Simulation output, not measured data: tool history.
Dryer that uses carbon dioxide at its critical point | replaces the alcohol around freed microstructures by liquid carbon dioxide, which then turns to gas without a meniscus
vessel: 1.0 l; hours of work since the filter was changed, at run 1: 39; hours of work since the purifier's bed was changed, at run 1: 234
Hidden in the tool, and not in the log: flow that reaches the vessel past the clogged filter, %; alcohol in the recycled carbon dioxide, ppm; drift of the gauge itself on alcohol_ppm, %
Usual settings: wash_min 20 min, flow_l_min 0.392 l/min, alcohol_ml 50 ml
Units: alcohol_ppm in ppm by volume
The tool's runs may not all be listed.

run	hour	wash_min	flow_l_min	alcohol_ml	hours of work since the filter was changed	hours of work since the purifier's bed was changed	alcohol_ppm
1	0.0	20	0.392	50	39	234	86
2	5.8	23	0.392	50	43	239	57
3	17.1	20	0.392	98	52	247	137
4	28.6	30	0.392	50	60	256	42
5	39.0	30	0.392	50	68	263	36
6	46.5	30	0.392	50	74	269	43
7	55.9	20	0.435	50	81	276	75
8	65.4	20	0.435	50	88	283	71
9	71.4	20	0.435	50	92	288	71
10	78.7	20	0.392	50	98	293	91
11	84.6	20	0.392	50	102	298	103
12	93.2	20	0.392	50	108	304	102
13	104.6	20	0.392	50	117	312	102
14	112.1	20	0.392	50	123	318	101
15	124.0	20	0.392	50	131	327	102
16	134.6	20	0.392	50	139	335	114
17	142.1	20	0.392	50	145	340	112
18	148.0	20	0.324	50	149	345	275
19	158.1	20	0.324	50	157	352	242
20	164.2	20	0.324	50	162	357	251
21	174.3	15	0.488	116	169	365	288
22	184.4	24	0.340	56	177	372	109
23	192.0	22	0.392	23	182	378	61
24	204.2	22	0.392	23	191	387	64
25	215.1	20	0.349	50	200	395	209
26	221.9	20	0.349	50	205	400	199
27	229.2	20	0.349	50	210	406	208
28	237.1	20	0.646	24	216	411	54
29	242.1	25	0.392	50	220	415	73
30	247.6	18	0.444	68	224	419	143
31	257.1	19	0.382	50	231	426	174
32	266.5	13	0.392	50	238	433	775
33	273.2	19	0.435	37	243	439	103
34	284.7	19	0.435	37	252	447	112
35	289.6	25	0.392	58	255	451	85
36	300.1	25	0.392	58	263	459	76
37	308.5	28	0.572	50	269	465	72
38	318.0	28	0.572	50	276	472	62
39	327.9	28	0.572	50	284	479	66

Forecast each of these 3 alternatives for the next run:
A	337.4	28	0.572	35	291	486	?
B	337.4	14	0.392	20	291	486	?
C	337.4	20	0.363	50	291	486	?

run	alcohol_ppm
A	65
B	283
C	200
Without the tool's hidden state the same runs would have given:
run	alcohol_ppm
A	2
B	166
C	96

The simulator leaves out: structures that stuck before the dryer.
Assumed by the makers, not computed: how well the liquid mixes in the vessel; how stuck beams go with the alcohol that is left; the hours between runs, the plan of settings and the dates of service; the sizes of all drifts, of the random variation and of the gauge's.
